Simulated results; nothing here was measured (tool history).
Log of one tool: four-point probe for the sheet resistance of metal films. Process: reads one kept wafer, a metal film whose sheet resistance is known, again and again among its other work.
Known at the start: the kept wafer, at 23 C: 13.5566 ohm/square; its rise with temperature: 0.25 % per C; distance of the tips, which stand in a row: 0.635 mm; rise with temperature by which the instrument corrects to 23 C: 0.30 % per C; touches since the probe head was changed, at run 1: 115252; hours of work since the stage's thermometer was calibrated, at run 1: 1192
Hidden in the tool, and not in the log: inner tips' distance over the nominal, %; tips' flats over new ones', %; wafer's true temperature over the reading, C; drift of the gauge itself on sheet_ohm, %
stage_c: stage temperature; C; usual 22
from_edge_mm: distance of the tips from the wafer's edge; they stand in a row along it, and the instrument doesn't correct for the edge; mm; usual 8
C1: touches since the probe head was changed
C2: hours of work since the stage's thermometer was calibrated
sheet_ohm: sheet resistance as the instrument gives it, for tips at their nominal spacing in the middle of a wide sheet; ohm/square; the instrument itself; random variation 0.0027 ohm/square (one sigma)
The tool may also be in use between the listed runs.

{"run": 1, "day": 0.0, "stage_c": 22, "from_edge_mm": 8, "C1": 115252, "C2": 1192, "sheet_ohm": 13.625302}
{"run": 2, "day": 1.8, "stage_c": 22, "from_edge_mm": 8, "C1": 116913, "C2": 1216, "sheet_ohm": 13.62786}
{"run": 3, "day": 4.429, "stage_c": 22, "from_edge_mm": 8, "C1": 119340, "C2": 1250, "sheet_ohm": 13.626737}
{"run": 4, "day": 7.517, "stage_c": 22, "from_edge_mm": 8, "C1": 122186, "C2": 1291, "sheet_ohm": 13.633576}
{"run": 5, "day": 9.346, "stage_c": 35, "from_edge_mm": 8, "C1": 123874, "C2": 1315, "sheet_ohm": 13.558223}
{"run": 6, "day": 11.279, "stage_c": 22, "from_edge_mm": 8, "C1": 125659, "C2": 1341, "sheet_ohm": 13.636921}
{"run": 7, "day": 13.575, "stage_c": 30, "from_edge_mm": 8, "C1": 127776, "C2": 1371, "sheet_ohm": 13.590046}
{"run": 8, "day": 16.362, "stage_c": 24, "from_edge_mm": 59, "C1": 130346, "C2": 1408, "sheet_ohm": 13.584504}
{"run": 9, "day": 19.317, "stage_c": 32, "from_edge_mm": 9, "C1": 133073, "C2": 1447, "sheet_ohm": 13.572155}
{"run": 10, "day": 21.021, "stage_c": 32, "from_edge_mm": 9, "C1": 134645, "C2": 1469, "sheet_ohm": 13.570368}
{"run": 11, "day": 23.533, "stage_c": 29, "from_edge_mm": 13, "C1": 136965, "C2": 1502, "sheet_ohm": 13.569735}

Forecast each of these 4 alternatives for the next run:
{"run": "A", "day": 25.804, "stage_c": 22, "from_edge_mm": 18, "C1": 139058, "C2": 1532, "sheet_ohm": "?"}
{"run": "B", "day": 25.804, "stage_c": 25, "from_edge_mm": 8, "C1": 139058, "C2": 1532, "sheet_ohm": "?"}
{"run": "C", "day": 25.804, "stage_c": 21, "from_edge_mm": 11, "C1": 139058, "C2": 1532, "sheet_ohm": "?"}
{"run": "D", "day": 25.804, "stage_c": 25, "from_edge_mm": 37, "C1": 139058, "C2": 1532, "sheet_ohm": "?"}

run=A sheet_ohm=13.606621
run=B sheet_ohm=13.626824
run=C sheet_ohm=13.632695
run=D sheet_ohm=13.585348
Without the tool's hidden state the same runs would have given:
run=A sheet_ohm=13.570461
run=B sheet_ohm=13.590768
run=C sheet_ohm=13.596416
run=D sheet_ohm=13.549398

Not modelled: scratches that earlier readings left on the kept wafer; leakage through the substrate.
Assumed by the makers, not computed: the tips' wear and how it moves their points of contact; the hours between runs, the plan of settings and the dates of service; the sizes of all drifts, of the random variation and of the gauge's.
